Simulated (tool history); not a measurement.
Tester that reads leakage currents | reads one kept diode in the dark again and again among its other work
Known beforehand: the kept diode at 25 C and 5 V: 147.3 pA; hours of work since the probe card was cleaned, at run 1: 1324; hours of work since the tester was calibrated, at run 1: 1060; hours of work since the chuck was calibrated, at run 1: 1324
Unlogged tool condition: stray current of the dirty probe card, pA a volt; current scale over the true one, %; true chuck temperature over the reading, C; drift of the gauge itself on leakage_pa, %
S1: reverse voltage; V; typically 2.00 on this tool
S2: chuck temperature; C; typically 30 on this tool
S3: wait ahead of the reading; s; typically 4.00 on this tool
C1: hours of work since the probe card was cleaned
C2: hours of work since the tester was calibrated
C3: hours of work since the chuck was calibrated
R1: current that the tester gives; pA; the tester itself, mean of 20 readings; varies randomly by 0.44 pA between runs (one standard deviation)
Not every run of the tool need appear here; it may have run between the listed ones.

run,hour,S1,S2,S3,C1,C2,C3,R1
1,0.0,2.00,30,4.00,1324,1060,1324,133.52
2,32.5,2.00,30,0.82,1344,1080,1344,133.71
3,77.2,2.00,30,0.82,1371,1107,1371,133.32
4,100.4,1.97,30,4.00,1385,1121,1385,133.00
5,118.7,2.26,30,4.00,1396,1132,1396,141.39
6,140.2,2.00,30,4.00,1409,1145,1409,132.82
7,160.0,2.00,30,1.51,1421,1157,1421,133.14
8,188.9,2.00,26,4.00,1438,1174,1438,95.80
9,232.2,2.00,26,4.00,1464,1200,1464,95.98
10,257.3,2.00,26,4.00,1480,1215,1480,95.95
# hour 279.6: probe card cleaned and baked
11,283.2,2.00,26,4.00,2,1229,1493,92.53
# hour 288.8: chuck's temperature calibrated
12,326.7,2.00,26,4.00,27,1254,23,102.80

Run 13 comes next. What will it give?
13,350.8,2.00,26,4.00,42,1269,37,?

For run 13 the tool returned R1 102.36 pA.
With no hidden state in the tool, this same run would have given R1 103.82 pA.
